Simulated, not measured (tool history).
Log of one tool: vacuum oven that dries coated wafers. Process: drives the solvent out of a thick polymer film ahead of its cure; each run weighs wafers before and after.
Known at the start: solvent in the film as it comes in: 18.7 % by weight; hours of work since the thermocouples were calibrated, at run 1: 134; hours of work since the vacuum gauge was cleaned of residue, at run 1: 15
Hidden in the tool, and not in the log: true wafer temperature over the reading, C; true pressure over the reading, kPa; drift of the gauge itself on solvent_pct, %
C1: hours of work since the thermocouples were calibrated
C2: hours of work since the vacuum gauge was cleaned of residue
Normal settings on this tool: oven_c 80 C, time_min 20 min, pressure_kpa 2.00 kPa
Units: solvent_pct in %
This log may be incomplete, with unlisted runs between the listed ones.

run 1 hour=0.0 | oven_c=80 time_min=20 pressure_kpa=2.00 | C1=134 C2=15 | solvent_pct=4.96
run 2 hour=6.0 | oven_c=80 time_min=11 pressure_kpa=2.00 | C1=137 C2=18 | solvent_pct=7.67
run 3 hour=18.0 | oven_c=80 time_min=11 pressure_kpa=2.00 | C1=143 C2=24 | solvent_pct=7.52
run 4 hour=25.1 | oven_c=80 time_min=11 pressure_kpa=2.00 | C1=147 C2=28 | solvent_pct=7.52
run 5 hour=37.3 | oven_c=80 time_min=11 pressure_kpa=2.00 | C1=154 C2=35 | solvent_pct=7.54
run 6 hour=48.4 | oven_c=80 time_min=11 pressure_kpa=2.00 | C1=159 C2=40 | solvent_pct=7.59
run 7 hour=60.6 | oven_c=80 time_min=20 pressure_kpa=7.24 | C1=166 C2=47 | solvent_pct=10.96
run 8 hour=69.9 | oven_c=80 time_min=20 pressure_kpa=7.24 | C1=171 C2=52 | solvent_pct=10.63
run 9 hour=78.8 | oven_c=80 time_min=20 pressure_kpa=2.00 | C1=176 C2=57 | solvent_pct=4.96
run 10 hour=89.0 | oven_c=80 time_min=20 pressure_kpa=2.00 | C1=181 C2=62 | solvent_pct=4.94
run 11 hour=97.3 | oven_c=80 time_min=10 pressure_kpa=2.00 | C1=185 C2=66 | solvent_pct=8.17
run 12 hour=104.6 | oven_c=80 time_min=10 pressure_kpa=2.00 | C1=189 C2=70 | solvent_pct=7.98
run 13 hour=113.3 | oven_c=80 time_min=10 pressure_kpa=2.00 | C1=194 C2=75 | solvent_pct=8.06
-- hour=116.4 oven's thermocouples calibrated
run 14 hour=126.8 | oven_c=80 time_min=20 pressure_kpa=2.00 | C1=5 C2=81 | solvent_pct=4.95
run 15 hour=133.9 | oven_c=80 time_min=20 pressure_kpa=2.00 | C1=9 C2=85 | solvent_pct=4.99
run 16 hour=142.8 | oven_c=80 time_min=20 pressure_kpa=2.00 | C1=14 C2=89 | solvent_pct=4.99
run 17 hour=148.3 | oven_c=80 time_min=20 pressure_kpa=2.00 | C1=17 C2=92 | solvent_pct=4.98
run 18 hour=158.5 | oven_c=70 time_min=20 pressure_kpa=2.00 | C1=22 C2=98 | solvent_pct=8.09
run 19 hour=170.5 | oven_c=70 time_min=20 pressure_kpa=2.00 | C1=29 C2=104 | solvent_pct=7.98
run 20 hour=180.0 | oven_c=70 time_min=20 pressure_kpa=2.00 | C1=34 C2=109 | solvent_pct=7.99
-- hour=189.2 oven's thermocouples calibrated, once more
run 21 hour=191.7 | oven_c=80 time_min=10 pressure_kpa=2.00 | C1=1 C2=114 | solvent_pct=8.00
run 22 hour=202.9 | oven_c=80 time_min=10 pressure_kpa=2.00 | C1=7 C2=120 | solvent_pct=8.11
run 23 hour=209.1 | oven_c=80 time_min=20 pressure_kpa=2.00 | C1=11 C2=124 | solvent_pct=5.02
run 24 hour=215.3 | oven_c=66 time_min=11 pressure_kpa=2.00 | C1=14 C2=127 | solvent_pct=11.70
run 25 hour=224.2 | oven_c=81 time_min=34 pressure_kpa=1.36 | C1=19 C2=132 | solvent_pct=2.51
run 26 hour=230.4 | oven_c=72 time_min=18 pressure_kpa=3.16 | C1=22 C2=135 | solvent_pct=9.38
run 27 hour=240.8 | oven_c=72 time_min=18 pressure_kpa=3.16 | C1=27 C2=140 | solvent_pct=9.16
run 28 hour=253.6 | oven_c=72 time_min=18 pressure_kpa=3.16 | C1=34 C2=147 | solvent_pct=9.43
run 29 hour=262.1 | oven_c=68 time_min=18 pressure_kpa=4.42 | C1=39 C2=152 | solvent_pct=12.92
run 30 hour=273.9 | oven_c=80 time_min=20 pressure_kpa=1.48 | C1=45 C2=158 | solvent_pct=4.29
run 31 hour=282.4 | oven_c=92 time_min=20 pressure_kpa=1.14 | C1=49 C2=162 | solvent_pct=1.69
run 32 hour=288.0 | oven_c=86 time_min=20 pressure_kpa=5.28 | C1=52 C2=165 | solvent_pct=6.89
run 33 hour=295.6 | oven_c=86 time_min=20 pressure_kpa=5.28 | C1=56 C2=169 | solvent_pct=6.57
run 34 hour=302.2 | oven_c=87 time_min=30 pressure_kpa=5.08 | C1=60 C2=173 | solvent_pct=5.57
run 35 hour=308.5 | oven_c=66 time_min=16 pressure_kpa=5.82 | C1=63 C2=176 | solvent_pct=15.74
run 36 hour=315.6 | oven_c=83 time_min=14 pressure_kpa=2.00 | C1=67 C2=180 | solvent_pct=5.74
run 37 hour=324.9 | oven_c=80 time_min=20 pressure_kpa=4.30 | C1=72 C2=185 | solvent_pct=7.60
run 38 hour=335.4 | oven_c=69 time_min=12 pressure_kpa=1.57 | C1=78 C2=190 | solvent_pct=9.96
run 39 hour=347.2 | oven_c=69 time_min=12 pressure_kpa=1.57 | C1=84 C2=197 | solvent_pct=9.92
run 40 hour=356.9 | oven_c=81 time_min=20 pressure_kpa=1.04 | C1=89 C2=202 | solvent_pct=3.64
run 41 hour=367.9 | oven_c=85 time_min=11 pressure_kpa=1.04 | C1=95 C2=208 | solvent_pct=5.41
run 42 hour=374.0 | oven_c=94 time_min=20 pressure_kpa=7.46 | C1=98 C2=211 | solvent_pct=6.24
run 43 hour=381.8 | oven_c=94 time_min=20 pressure_kpa=7.46 | C1=102 C2=215 | solvent_pct=6.15
run 44 hour=394.4 | oven_c=94 time_min=20 pressure_kpa=7.46 | C1=109 C2=222 | solvent_pct=6.19
run 45 hour=407.4 | oven_c=94 time_min=20 pressure_kpa=7.46 | C1=116 C2=229 | solvent_pct=6.20
run 46 hour=418.6 | oven_c=81 time_min=20 pressure_kpa=5.22 | C1=122 C2=235 | solvent_pct=8.47

What if the next run were any one of these 3? Each begins from the tool's condition after run 46:
run A hour=427.1 | oven_c=90 time_min=12 pressure_kpa=1.15 | C1=126 C2=239 | solvent_pct=?
run B hour=427.1 | oven_c=80 time_min=17 pressure_kpa=1.32 | C1=126 C2=239 | solvent_pct=?
run C hour=427.1 | oven_c=89 time_min=20 pressure_kpa=2.92 | C1=126 C2=239 | solvent_pct=?

run=A solvent_pct=3.91
run=B solvent_pct=4.89
run=C solvent_pct=3.69
What these runs would have given with no unlogged condition in the tool:
run=A solvent_pct=3.80
run=B solvent_pct=4.74
run=C solvent_pct=3.56

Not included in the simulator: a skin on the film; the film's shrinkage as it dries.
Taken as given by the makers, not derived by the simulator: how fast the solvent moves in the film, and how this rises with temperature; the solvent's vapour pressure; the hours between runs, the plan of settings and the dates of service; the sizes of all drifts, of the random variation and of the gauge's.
